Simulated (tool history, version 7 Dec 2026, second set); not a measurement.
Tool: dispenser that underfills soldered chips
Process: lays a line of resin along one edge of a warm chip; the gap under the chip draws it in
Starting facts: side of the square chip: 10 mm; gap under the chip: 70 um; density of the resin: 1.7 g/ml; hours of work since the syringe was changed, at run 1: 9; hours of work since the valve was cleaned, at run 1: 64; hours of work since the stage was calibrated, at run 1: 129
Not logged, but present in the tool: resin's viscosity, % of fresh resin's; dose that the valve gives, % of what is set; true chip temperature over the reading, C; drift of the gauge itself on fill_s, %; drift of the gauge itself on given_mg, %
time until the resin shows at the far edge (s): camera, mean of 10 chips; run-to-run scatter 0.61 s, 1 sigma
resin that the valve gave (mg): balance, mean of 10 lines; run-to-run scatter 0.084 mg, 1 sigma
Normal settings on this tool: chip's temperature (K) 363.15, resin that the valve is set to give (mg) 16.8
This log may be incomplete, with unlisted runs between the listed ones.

| run | hour | chip's temperature (K) | resin that the valve is set to give (mg) | hours of work since the syringe was changed | hours of work since the valve was cleaned | hours of work since the stage was calibrated | time until the resin shows at the far edge (s) | resin that the valve gave (mg) |
|---|---|---|---|---|---|---|---|---|
| 1 | 0.0 | 363.15 | 16.8 | 9 | 64 | 129 | 102.6 | 16.32 |
|  | 1.1 | new syringe of resin |
| 2 | 3.0 | 363.15 | 16.8 | 1 | 66 | 131 | 60.8 | 16.11 |
| 3 | 8.0 | 363.15 | 16.8 | 5 | 70 | 134 | 77.9 | 16.24 |
| 4 | 11.0 | 363.15 | 16.8 | 7 | 72 | 137 | 92.4 | 16.26 |
|  | 15.0 | new syringe of resin |
| 5 | 16.2 | 363.15 | 18.7 | 1 | 75 | 140 | 54.7 | 17.96 |
| 6 | 20.8 | 363.15 | 16.8 | 4 | 79 | 143 | 71.1 | 16.23 |
| 7 | 22.9 | 363.15 | 20.8 | 6 | 80 | 145 | 76.7 | 19.90 |
|  | 24.8 | dispensing valve cleaned and set on the balance |
| 8 | 27.5 | 363.15 | 20.8 | 8 | 2 | 147 | 91.0 | 20.75 |
|  | 30.1 | new syringe of resin |
| 9 | 30.4 | 363.15 | 20.8 | 0 | 4 | 149 | 53.4 | 20.66 |
| 10 | 34.1 | 363.15 | 20.8 | 3 | 6 | 152 | 64.7 | 20.72 |
| 11 | 36.8 | 362.15 | 16.8 | 5 | 8 | 154 | 78.5 | 16.64 |
| 12 | 41.2 | 362.15 | 16.8 | 8 | 11 | 157 | 96.4 | 16.74 |
|  | 44.1 | new syringe of resin |
| 13 | 46.5 | 362.15 | 16.8 | 2 | 15 | 161 | 63.1 | 16.64 |
| 14 | 50.8 | 374.15 | 16.8 | 5 | 18 | 164 | 56.9 | 16.64 |
| 15 | 55.4 | 374.15 | 16.8 | 8 | 21 | 167 | 72.7 | 16.74 |
|  | 58.0 | new syringe of resin |
| 16 | 59.5 | 357.15 | 16.8 | 1 | 24 | 170 | 70.9 | 16.62 |
| 17 | 62.9 | 363.15 | 17.6 | 3 | 27 | 172 | 69.2 | 17.45 |
| 18 | 67.6 | 363.15 | 17.6 | 7 | 30 | 175 | 87.4 | 17.34 |
| 19 | 71.0 | 370.15 | 17.2 | 9 | 32 | 178 | 84.6 | 16.95 |
|  | 72.0 | new syringe of resin |
| 20 | 74.6 | 370.15 | 17.2 | 2 | 35 | 180 | 50.9 | 17.00 |
| 21 | 77.0 | 370.15 | 17.2 | 4 | 36 | 182 | 57.3 | 16.83 |
| 22 | 80.2 | 366.15 | 21.4 | 6 | 39 | 184 | 74.2 | 21.07 |
| 23 | 85.1 | 360.15 | 19.0 | 9 | 42 | 188 | 109.3 | 18.73 |
|  | 86.1 | new syringe of resin |
| 24 | 88.8 | 360.15 | 15.2 | 2 | 45 | 190 | 69.5 | 14.76 |
| 25 | 92.1 | 360.15 | 15.2 | 4 | 47 | 192 | 82.0 | 14.81 |
| 26 | 96.8 | 360.15 | 15.2 | 8 | 50 | 196 | 104.8 | 14.81 |
|  | 100.2 | new syringe of resin |
| 27 | 102.0 | 370.15 | 18.2 | 1 | 54 | 199 | 49.1 | 17.65 |
| 28 | 105.9 | 349.15 | 15.4 | 4 | 57 | 202 | 115.2 | 15.02 |
| 29 | 110.1 | 356.15 | 15.4 | 7 | 60 | 205 | 115.9 | 14.97 |
|  | 114.0 | new syringe of resin |
| 30 | 114.9 | 357.15 | 15.2 | 1 | 63 | 208 | 69.8 | 14.73 |
| 31 | 119.9 | 368.15 | 16.4 | 4 | 66 | 212 | 64.7 | 15.90 |
| 32 | 123.1 | 371.15 | 17.5 | 7 | 69 | 214 | 68.5 | 16.97 |
|  | 128.0 | new syringe of resin |
| 33 | 128.0 | 363.15 | 21.3 | 0 | 72 | 217 | 53.5 | 20.47 |
| 34 | 132.2 | 374.15 | 19.1 | 3 | 75 | 220 | 51.3 | 18.28 |
| 35 | 136.9 | 365.15 | 21.6 | 6 | 78 | 224 | 79.6 | 20.81 |

Run 36 has not been measured yet. What should we expect?
| 36 | 139.2 | 358.15 | 19.7 | 8 | 80 | 225 | ? | ? |

time until the resin shows at the far edge (s): 111.7
resin that the valve gave (mg): 19.01
On a tool with no hidden condition, and with the same random variation, this run would have come out at time until the resin shows at the far edge (s) 60.3, resin that the valve gave (mg) 19.76.

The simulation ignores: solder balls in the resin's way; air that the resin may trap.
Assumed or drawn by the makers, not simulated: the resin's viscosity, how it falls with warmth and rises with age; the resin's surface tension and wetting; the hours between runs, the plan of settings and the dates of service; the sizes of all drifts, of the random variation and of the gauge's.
